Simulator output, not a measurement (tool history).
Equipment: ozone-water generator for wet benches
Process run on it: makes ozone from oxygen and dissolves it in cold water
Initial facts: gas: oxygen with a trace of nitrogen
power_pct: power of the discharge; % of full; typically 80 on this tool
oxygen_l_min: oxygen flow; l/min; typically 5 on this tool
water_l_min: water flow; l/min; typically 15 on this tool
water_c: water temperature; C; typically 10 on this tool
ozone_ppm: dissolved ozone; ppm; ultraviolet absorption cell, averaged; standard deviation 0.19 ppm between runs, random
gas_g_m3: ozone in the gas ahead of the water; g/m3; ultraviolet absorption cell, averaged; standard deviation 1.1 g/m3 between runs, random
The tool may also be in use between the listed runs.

Run 1, hour 0: usual settings. Result: ozone_ppm 24.6 ppm, gas_g_m3 188.9 g/m3.
Run 2, hour 62: usual settings but water_c 14 C. Result: ozone_ppm 23.1 ppm, gas_g_m3 188.2 g/m3.
Run 3, hour 138.8: usual settings. Result: ozone_ppm 24.4 ppm, gas_g_m3 187.4 g/m3.
Run 4, hour 181.4: usual settings but oxygen_l_min 4.26 l/min. Result: ozone_ppm 24 ppm, gas_g_m3 198.5 g/m3.
Run 5, hour 217: usual settings but oxygen_l_min 4.26 l/min. Result: ozone_ppm 24 ppm, gas_g_m3 201.6 g/m3.
Run 6, hour 284: usual settings but oxygen_l_min 4.26 l/min. Result: ozone_ppm 24.2 ppm, gas_g_m3 201.3 g/m3.
Run 7, hour 355.4: usual settings but power_pct 42 % of full. Result: ozone_ppm 17.7 ppm, gas_g_m3 134.4 g/m3.
Run 8, hour 398.1: usual settings but power_pct 42 % of full. Result: ozone_ppm 17.5 ppm, gas_g_m3 136.2 g/m3.
Run 9, hour 475.9: usual settings. Result: ozone_ppm 24.7 ppm, gas_g_m3 186.7 g/m3.
Run 10, hour 541.3: usual settings. Result: ozone_ppm 24.1 ppm, gas_g_m3 188.8 g/m3.
Run 11, hour 610.4: usual settings. Result: ozone_ppm 24.2 ppm, gas_g_m3 187 g/m3.
Run 12, hour 666.8: usual settings. Result: ozone_ppm 24.2 ppm, gas_g_m3 186.6 g/m3.
Run 13, hour 733.3: usual settings. Result: ozone_ppm 24.2 ppm, gas_g_m3 185.8 g/m3.
Run 14, hour 797.2: usual settings. Result: ozone_ppm 24 ppm, gas_g_m3 184.8 g/m3.
Run 15, hour 855.8: usual settings. Result: ozone_ppm 24.1 ppm, gas_g_m3 184.7 g/m3.
Run 16, hour 914.8: usual settings but water_l_min 20 l/min. Result: ozone_ppm 17.9 ppm, gas_g_m3 186.5 g/m3.
Run 17, hour 977.4: usual settings but power_pct 43 % of full, oxygen_l_min 6.11 l/min. Result: ozone_ppm 17.9 ppm, gas_g_m3 122.8 g/m3.
Run 18, hour 1052.6: usual settings but power_pct 77 % of full, oxygen_l_min 4.48 l/min, water_l_min 12 l/min. Result: ozone_ppm 28.4 ppm, gas_g_m3 193.2 g/m3.
Run 19, hour 1101: usual settings but oxygen_l_min 4.85 l/min. Result: ozone_ppm 23.8 ppm, gas_g_m3 189.8 g/m3.
Run 20, hour 1164.4: usual settings but oxygen_l_min 4.85 l/min. Result: ozone_ppm 24 ppm, gas_g_m3 186.4 g/m3.
Run 21, hour 1239.1: usual settings but oxygen_l_min 4.85 l/min. Result: ozone_ppm 23.8 ppm, gas_g_m3 188.5 g/m3.
Run 22, hour 1308.5: usual settings but power_pct 74 % of full, oxygen_l_min 4.85 l/min, water_l_min 20 l/min, water_c 15 C. Result: ozone_ppm 16 ppm, gas_g_m3 178.6 g/m3.
Run 23, hour 1359.4: usual settings but power_pct 85 % of full, oxygen_l_min 3.48 l/min, water_l_min 9 l/min. Result: ozone_ppm 37.4 ppm, gas_g_m3 222.2 g/m3.
Run 24, hour 1394.5: usual settings but power_pct 41 % of full. Result: ozone_ppm 17.3 ppm, gas_g_m3 131.3 g/m3.
At hour 1430.6: water thermometer calibrated.
Run 25, hour 1451.2: usual settings but power_pct 51 % of full. Result: ozone_ppm 19 ppm, gas_g_m3 147.4 g/m3.
Run 26, hour 1487.1: usual settings but power_pct 46 % of full, oxygen_l_min 8.41 l/min, water_l_min 17 l/min, water_c 6 C. Result: ozone_ppm 18 ppm, gas_g_m3 110.5 g/m3.
Run 27, hour 1540: usual settings but power_pct 100 % of full, oxygen_l_min 2.96 l/min, water_l_min 19 l/min, water_c 5 C. Result: ozone_ppm 19.6 ppm, gas_g_m3 260.6 g/m3.
Run 28, hour 1598.7: usual settings but power_pct 100 % of full, oxygen_l_min 5.24 l/min, water_l_min 18 l/min, water_c 5 C. Result: ozone_ppm 24 ppm, gas_g_m3 200.3 g/m3.
Run 29, hour 1676.5: usual settings but power_pct 60 % of full, water_l_min 9 l/min. Result: ozone_ppm 31.8 ppm, gas_g_m3 158.8 g/m3.
Run 30, hour 1753.9: usual settings but oxygen_l_min 3.63 l/min, water_l_min 17 l/min, water_c 5 C. Result: ozone_ppm 21 ppm, gas_g_m3 212.9 g/m3.
Run 31, hour 1811.6: usual settings but oxygen_l_min 3.63 l/min, water_l_min 17 l/min, water_c 5 C. Result: ozone_ppm 20.9 ppm, gas_g_m3 209.5 g/m3.
Run 32, hour 1880.9: usual settings but oxygen_l_min 3.63 l/min, water_l_min 17 l/min, water_c 5 C. Result: ozone_ppm 20.9 ppm, gas_g_m3 210.8 g/m3.

Selected run-to-run steps in ozone_ppm, each split into two signed amounts: the part the tool would show with no hidden state at all (from settings, incoming material and random variation), and the remainder, which goes to the hidden state together with any gauge scatter not common to the measured and the hidden-state-free results:
Hidden conditions of the tool in this case: yield of the discharge, % of new electrodes'; contactor's efficiency, % of a clean one's; true water temperature over the reading, C; drift of the gauge itself on ozone_ppm, %; drift of the gauge itself on gas_g_m3, %.
Run 8 -> 9: power_pct 42 -> 80. ozone_ppm +7.2 ppm: hidden state -0.6, all else +7.8.
Run 22 -> 23: power_pct 74 -> 85, oxygen_l_min 4.85 -> 3.48, water_l_min 20 -> 9, water_c 15 -> 10. ozone_ppm +21.4 ppm: hidden state -1.1, all else +22.5.
Run 23 -> 24: power_pct 85 -> 41, oxygen_l_min 3.48 -> 5, water_l_min 9 -> 15. ozone_ppm -20.1 ppm: hidden state +1.2, all else -21.3.
Run 29 -> 30: power_pct 60 -> 80, oxygen_l_min 5 -> 3.63, water_l_min 9 -> 17, water_c 10 -> 5. ozone_ppm -10.8 ppm: hidden state +0, all else -10.8.
